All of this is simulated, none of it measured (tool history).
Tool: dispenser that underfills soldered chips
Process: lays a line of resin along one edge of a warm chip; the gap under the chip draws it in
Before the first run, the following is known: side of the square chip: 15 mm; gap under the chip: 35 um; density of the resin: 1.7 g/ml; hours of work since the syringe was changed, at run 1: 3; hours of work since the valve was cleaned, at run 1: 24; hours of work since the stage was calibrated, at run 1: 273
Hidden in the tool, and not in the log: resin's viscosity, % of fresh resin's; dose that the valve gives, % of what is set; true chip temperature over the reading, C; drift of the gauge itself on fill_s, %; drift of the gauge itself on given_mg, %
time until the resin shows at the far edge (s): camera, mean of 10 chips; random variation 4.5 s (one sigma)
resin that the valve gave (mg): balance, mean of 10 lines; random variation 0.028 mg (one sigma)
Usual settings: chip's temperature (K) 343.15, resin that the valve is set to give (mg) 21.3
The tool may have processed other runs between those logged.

run,hour,chip's temperature (K),resin that the valve is set to give (mg),hours of work since the syringe was changed,hours of work since the valve was cleaned,hours of work since the stage was calibrated,time until the resin shows at the far edge (s),resin that the valve gave (mg)
1,0,343.15,21.3,3,24,273,472.9,21
2,10.8,343.15,21.3,11,31,280,595,20.89
# hour 13.4: new syringe of resin
3,16.9,343.15,21.4,2,35,284,463.8,20.91
4,26.5,343.15,21.4,9,41,291,563.2,20.87
# hour 28.5: dispensing valve cleaned and set on the balance
# hour 32.2: new syringe of resin
5,38.1,342.15,21.4,4,6,298,496,21.34
# hour 50.6: new syringe of resin
6,52.5,342.15,21.4,1,16,307,461.2,21.24
7,62.3,343.15,18.6,8,22,314,563.9,18.34
# hour 68.4: new syringe of resin
8,76,343.15,18.6,5,31,323,520.8,18.26
# hour 86.7: new syringe of resin
9,87.5,343.15,26.1,1,39,330,431.7,25.39
# hour 93.5: dispensing valve cleaned and set on the balance
10,101.1,343.15,26.1,9,5,339,565.9,26.08
# hour 106.1: new syringe of resin
11,114.8,343.15,26.1,6,14,348,494.9,25.97
# hour 123.1: stage's temperature calibrated
12,123.7,343.15,26.1,11,19,0,628.9,25.85
# hour 125: new syringe of resin
13,133,343.15,21.3,5,25,6,524.9,21.02
# hour 143.6: new syringe of resin
14,143.7,343.15,21.3,0,32,13,450.2,20.9
15,154.6,343.15,21.3,7,40,21,572.8,20.86
# hour 159.2: dispensing valve cleaned and set on the balance
# hour 163.3: new syringe of resin
16,164.4,343.15,21.3,1,3,26,453.8,21.24
17,175.2,343.15,21.3,8,10,34,578.6,21.1
# hour 182.2: new syringe of resin
18,189.3,343.15,24.2,5,20,43,513.5,23.82
# hour 200.2: new syringe of resin
19,201,329.15,20.6,1,27,51,728.8,20.21
20,212.5,353.15,22.4,8,35,58,443.8,21.9
# hour 218.5: new syringe of resin
21,220.4,353.15,22.4,1,40,64,351.6,21.77
# hour 224.9: dispensing valve cleaned and set on the balance
22,229.7,353.15,22.4,7,3,69,405.2,22.39
# hour 237.9: new syringe of resin
23,241.3,353.15,22.4,2,11,77,358,22.27
24,252,353.15,22.4,9,18,84,446.5,22.22
# hour 256: new syringe of resin
25,259.6,337.15,20.5,2,23,89,577.4,20.26
26,266.9,342.15,21.3,7,28,94,575.7,20.99
# hour 273.9: new syringe of resin
27,276.9,343.15,19.2,2,34,100,475.4,18.82
28,284.8,343.15,19.2,7,40,106,567.6,18.8
# hour 289.8: dispensing valve cleaned and set on the balance
29,291.7,355.15,26.1,11,1,110,443.1,26.08
# hour 293.1: new syringe of resin
30,299.2,352.15,21.3,4,6,114,399.5,21.23
31,306.4,330.15,20.8,9,11,119,893.9,20.66
# hour 311.5: new syringe of resin
32,313.1,330.15,20.8,1,15,124,700.9,20.58
33,322.2,354.15,21.9,7,21,130,406.2,21.58
# hour 329.3: new syringe of resin
34,332.1,331.15,19.2,2,28,136,701.9,18.81
35,338.9,331.15,19.2,6,32,141,808.9,18.73
# hour 347.5: new syringe of resin
36,347.5,331.15,19.2,0,38,146,652.4,18.71

Forecast each of these 3 alternatives for the next run:
# hour 355.1: dispensing valve cleaned and set on the balance
A,362,356.15,19.1,9,5,155,?,?
# hour 355.1: dispensing valve cleaned and set on the balance
B,362,353.15,27.3,9,5,155,?,?
# hour 355.1: dispensing valve cleaned and set on the balance
C,362,343.15,23,9,5,155,?,?

run,time until the resin shows at the far edge (s),resin that the valve gave (mg)
A,412.2,19.01
B,423.8,27.22
C,589.4,22.9
With the hidden condition removed and each run's random variation left untouched, the same runs would have given:
run,time until the resin shows at the far edge (s),resin that the valve gave (mg)
A,315.8,19.05
B,325,27.28
C,452.5,22.95
